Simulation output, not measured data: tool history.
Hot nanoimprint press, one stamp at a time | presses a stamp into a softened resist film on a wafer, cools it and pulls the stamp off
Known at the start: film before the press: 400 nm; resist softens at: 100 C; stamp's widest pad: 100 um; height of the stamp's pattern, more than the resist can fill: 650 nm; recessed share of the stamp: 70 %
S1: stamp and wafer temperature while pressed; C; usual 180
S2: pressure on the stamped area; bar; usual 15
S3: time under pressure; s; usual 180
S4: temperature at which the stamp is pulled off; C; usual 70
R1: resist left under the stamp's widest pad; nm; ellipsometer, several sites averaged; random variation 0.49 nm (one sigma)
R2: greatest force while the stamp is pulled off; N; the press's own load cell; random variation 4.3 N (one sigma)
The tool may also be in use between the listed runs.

Run 1, hour 0: usual settings. Result: R1 186.9 nm, R2 254 N.
Run 2, hour 21.3: usual settings. Result: R1 186.4 nm, R2 256 N.
Run 3, hour 43.7: usual settings. Result: R1 187.1 nm, R2 256 N.
Run 4, hour 66.2: usual settings but S4 56 C. Result: R1 187.7 nm, R2 353 N.
At hour 97.1: stamp cleaned and given a new release coat.
Run 5, hour 108.8: usual settings but S3 161 s. Result: R1 195.3 nm, R2 205 N.
At hour 122.2: plate thermocouple calibrated.
Run 6, hour 136.4: usual settings but S3 161 s. Result: R1 200 nm, R2 210 N.
Run 7, hour 154.5: usual settings but S3 161 s. Result: R1 199.6 nm, R2 220 N.
Run 8, hour 181.6: usual settings. Result: R1 191.8 nm, R2 216 N.
Run 9, hour 210.6: usual settings. Result: R1 191.7 nm, R2 228 N.
Run 10, hour 229.3: usual settings but S3 333 s. Result: R1 149.3 nm, R2 228 N.
Run 11, hour 268.9: usual settings but S3 333 s. Result: R1 149.5 nm, R2 235 N.
Run 12, hour 288.9: usual settings. Result: R1 191.7 nm, R2 244 N.
Run 13, hour 325.9: usual settings but S2 10.2 bar. Result: R1 220.2 nm, R2 249 N.
Run 14, hour 350.7: usual settings but S2 10.2 bar. Result: R1 219.4 nm, R2 258 N.
Run 15, hour 369.4: usual settings but S1 181 C. Result: R1 186 nm, R2 255 N.
Run 16, hour 399.9: usual settings but S1 181 C. Result: R1 185.9 nm, R2 271 N.
Run 17, hour 423.1: usual settings but S1 181 C. Result: R1 185.7 nm, R2 270 N.
At hour 444.1: stamp cleaned and given a new release coat.
Run 18, hour 462.7: usual settings but S1 189 C, S2 11.5 bar, S3 104 s, S4 72 C. Result: R1 208 nm, R2 205 N.
Run 19, hour 490.4: usual settings but S1 189 C, S2 11.5 bar, S3 104 s, S4 72 C. Result: R1 208.7 nm, R2 202 N.
Run 20, hour 523.3: usual settings but S4 75 C. Result: R1 190.7 nm, R2 199 N.
Run 21, hour 551.8: usual settings but S3 105 s, S4 75 C. Result: R1 231.1 nm, R2 205 N.
Run 22, hour 574.7: usual settings but S1 173 C, S2 10.7 bar, S4 62 C. Result: R1 253.4 nm, R2 265 N.
Run 23, hour 606.9: usual settings but S1 173 C, S2 10.7 bar, S4 62 C. Result: R1 252.8 nm, R2 271 N.

Forecast run 24:
Run 24, hour 624: usual settings but S1 173 C, S2 10.7 bar, S4 62 C. Result: R1 ?, R2 ?.

Run 24 gave R1 252.1 nm, R2 291 N.
Without the tool's hidden state the same run would have given R1 252.1 nm, R2 255 N.
